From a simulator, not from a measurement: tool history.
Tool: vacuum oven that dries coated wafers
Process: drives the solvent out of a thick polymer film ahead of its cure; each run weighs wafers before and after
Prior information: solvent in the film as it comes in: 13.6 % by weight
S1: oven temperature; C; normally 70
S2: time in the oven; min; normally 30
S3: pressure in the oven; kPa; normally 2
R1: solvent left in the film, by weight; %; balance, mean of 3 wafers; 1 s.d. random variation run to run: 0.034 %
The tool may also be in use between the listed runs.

run,hour,S1,S2,S3,R1
1,0,70,30,2,2.95
2,40,70,30,2,3.02
3,89.9,70,41,2,2.24
4,138,70,41,2,2.16
5,193.5,70,30,2,2.96
6,224.4,70,30,2,2.92
# hour 232.6: oven's thermocouples calibrated
7,290,70,30,2,3.35
8,336.7,70,30,2,3.32
9,372.8,70,30,2,3.37
10,406.4,70,30,2,3.35
11,446.1,70,30,2,3.28
12,496.7,66,30,2,4.58
13,554,66,30,3.36,5.43
14,604.1,66,30,3.36,5.45
15,656.5,66,30,3.36,5.51
16,704.4,66,30,3.36,5.35
17,754.1,66,19,3.36,6.88
18,804.7,70,30,2,3.27
19,866.7,70,30,2,3.31
20,911.6,70,30,2,3.3
21,946.1,70,30,2,3.29
22,978.6,70,30,2,3.26
23,1024.7,70,30,2,3.21
24,1092.7,70,30,2,3.24
25,1143.2,74,24,2,2.77
26,1210.6,74,24,2,2.74
27,1275.6,72,27,1.71,2.75
28,1306.3,76,27,1.57,1.71
29,1364.6,72,27,3.47,3.67
30,1432.1,70,50,2,2.05
31,1482.9,70,50,2,2.01
32,1530.8,58,30,2.12,7.39
33,1584.8,81,19,2.12,1.69
34,1643.1,81,25,2.12,1.31
35,1680.9,63,25,6.25,8.46
# hour 1705.6: oven's thermocouples calibrated
36,1743.8,63,25,6.25,8.84
37,1775.9,67,23,6.25,7.64
38,1825.8,85,47,3.56,1.49
39,1884.9,56,16,7.31,12.32
40,1943.3,63,30,1.73,5.71
41,1976.9,68,18,1.65,5.63
42,2044.8,70,20,2,4.74
43,2105.2,70,27,1.23,3.35
44,2150.1,70,16,1.87,5.46
45,2190.1,70,16,1.87,5.41
46,2240.5,56,38,1.05,6.76
47,2299.3,56,38,1.05,6.81

Here are 3 independent what-if runs from the current tool condition. What would each one return?
A,2332.7,74,30,1.55,?
B,2332.7,84,53,7.28,?
C,2332.7,56,22,2.84,?

run,R1
A,2.07
B,3.02
C,9.41
Take away the tool's hidden state, keep each run's random variation, and the runs would have read:
run,R1
A,1.81
B,2.81
C,9.15
